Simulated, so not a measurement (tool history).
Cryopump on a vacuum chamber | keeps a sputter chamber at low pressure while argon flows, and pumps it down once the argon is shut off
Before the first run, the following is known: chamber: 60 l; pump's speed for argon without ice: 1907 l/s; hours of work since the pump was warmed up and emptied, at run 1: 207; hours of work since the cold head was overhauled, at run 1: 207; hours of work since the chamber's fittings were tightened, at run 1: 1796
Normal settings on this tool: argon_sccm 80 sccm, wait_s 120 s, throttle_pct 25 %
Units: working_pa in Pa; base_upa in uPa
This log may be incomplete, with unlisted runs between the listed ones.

run     day  argon_sccm  wait_s  throttle_pct  hours of work since the pump was warmed up and emptied  hours of work since the cold head was overhauled  hours of work since the chamber's fittings were tightened  working_pa  base_upa
  1       0          80     120            25                                                     207                                               207                                                       1796      0.2861      1.34
  2   0.708          80     120            20                                                     216                                               216                                                       1805      0.3567       1.3
  3     1.7          80     120            25                                                     228                                               228                                                       1817      0.2876      1.31
  4   3.112          80     120            25                                                     246                                               246                                                       1835      0.2853      1.34
  5   3.992          80     120            25                                                     257                                               257                                                       1846      0.2863      1.33
  6   5.092          73     120            25                                                     271                                               271                                                       1860      0.2598      1.35
  7   6.242          73     120            23                                                     286                                               286                                                       1875      0.2831      1.33
  8   7.746          73     120            23                                                     305                                               305                                                       1894      0.2844      1.39
  9   8.942          73     120            23                                                     320                                               320                                                       1909      0.2849      1.33
 10  10.254          73     120            23                                                     336                                               336                                                       1925      0.2841      1.39
 11  11.304          84     139            18                                                     350                                               350                                                       1939      0.4182      1.34

What will run 12 give?
 12  12.558          84     139            18                                                     365                                               365                                                       1955           ?         ?

Run 12 came out at working_pa 0.4199 Pa, base_upa 1.3 uPa.
With no hidden state in the tool, this same run would have given working_pa 0.4147 Pa, base_upa 0.63 uPa.
